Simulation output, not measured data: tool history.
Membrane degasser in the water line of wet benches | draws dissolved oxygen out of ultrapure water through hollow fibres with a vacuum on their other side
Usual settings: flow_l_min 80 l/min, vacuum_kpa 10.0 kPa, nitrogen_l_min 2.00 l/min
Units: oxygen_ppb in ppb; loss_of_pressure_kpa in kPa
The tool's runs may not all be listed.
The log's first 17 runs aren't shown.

| run | hour | flow_l_min | vacuum_kpa | nitrogen_l_min | hours since the membrane was changed | hours since the vacuum gauge was calibrated | hours since the vacuum lines were made tight | oxygen_ppb | loss_of_pressure_kpa |
|---|---|---|---|---|---|---|---|---|---|
| 18 | 4036.0 | 80 | 13.2 | 1.42 | 8257 | 1017 | 6963 | 986.8 | 30.26 |
| 19 | 4261.4 | 80 | 13.2 | 0.98 | 8483 | 1242 | 7188 | 1259.5 | 29.80 |
| 20 | 4565.6 | 64 | 20.5 | 0.98 | 8787 | 1546 | 7493 | 1724.9 | 23.73 |
| 21 | 4696.9 | 104 | 15.0 | 3.90 | 8918 | 1677 | 7624 | 708.5 | 38.20 |
| 22 | 5018.6 | 104 | 15.0 | 3.90 | 9240 | 1999 | 7946 | 710.9 | 38.34 |
| 23 | 5197.1 | 80 | 10.0 | 3.42 | 9418 | 2178 | 8124 | 387.6 | 29.32 |
| 24 | 5381.8 | 111 | 12.3 | 4.50 | 9603 | 2362 | 8309 | 563.3 | 40.94 |
| 25 | 5517.3 | 112 | 17.5 | 2.00 | 9738 | 2498 | 8444 | 1384.2 | 41.41 |
| 26 | 5745.3 | 76 | 10.0 | 0.89 | 9966 | 2726 | 8672 | 922.5 | 27.39 |
| 27 | 5984.0 | 66 | 7.4 | 1.30 | 10205 | 2965 | 8911 | 420.8 | 24.12 |
|  | 6080.4 | seals of the vacuum lines changed |
| 28 | 6230.3 | 66 | 7.4 | 1.30 | 10449 | 3209 | 150 | 421.8 | 24.36 |
|  | 6358.4 | vacuum gauge calibrated |
| 29 | 6513.0 | 80 | 10.6 | 5.43 | 10732 | 155 | 432 | 294.8 | 29.14 |
| 30 | 6658.4 | 80 | 10.6 | 5.43 | 10877 | 300 | 577 | 294.3 | 29.25 |
| 31 | 6931.1 | 76 | 9.3 | 5.83 | 11150 | 573 | 850 | 227.3 | 27.77 |

Forecast each of these 5 alternatives for the next run:
| A | 7172.1 | 84 | 6.6 | 1.12 | 11391 | 814 | 1091 | ? | ? |
| B | 7172.1 | 97 | 9.3 | 5.83 | 11391 | 814 | 1091 | ? | ? |
| C | 7172.1 | 108 | 22.8 | 2.00 | 11391 | 814 | 1091 | ? | ? |
| D | 7172.1 | 78 | 12.3 | 0.92 | 11391 | 814 | 1091 | ? | ? |
| E | 7172.1 | 103 | 9.3 | 5.83 | 11391 | 814 | 1091 | ? | ? |

| run | oxygen_ppb | loss_of_pressure_kpa |
|---|---|---|
| A | 471.8 | 30.88 |
| B | 302.6 | 35.70 |
| C | 1713.1 | 39.76 |
| D | 1167.7 | 28.73 |
| E | 321.5 | 37.44 |
Without the tool's hidden state the same runs would have given:
| run | oxygen_ppb | loss_of_pressure_kpa |
|---|---|---|
| A | 471.2 | 31.74 |
| B | 302.0 | 36.70 |
| C | 1712.5 | 40.86 |
| D | 1167.2 | 29.53 |
| E | 320.8 | 38.49 |
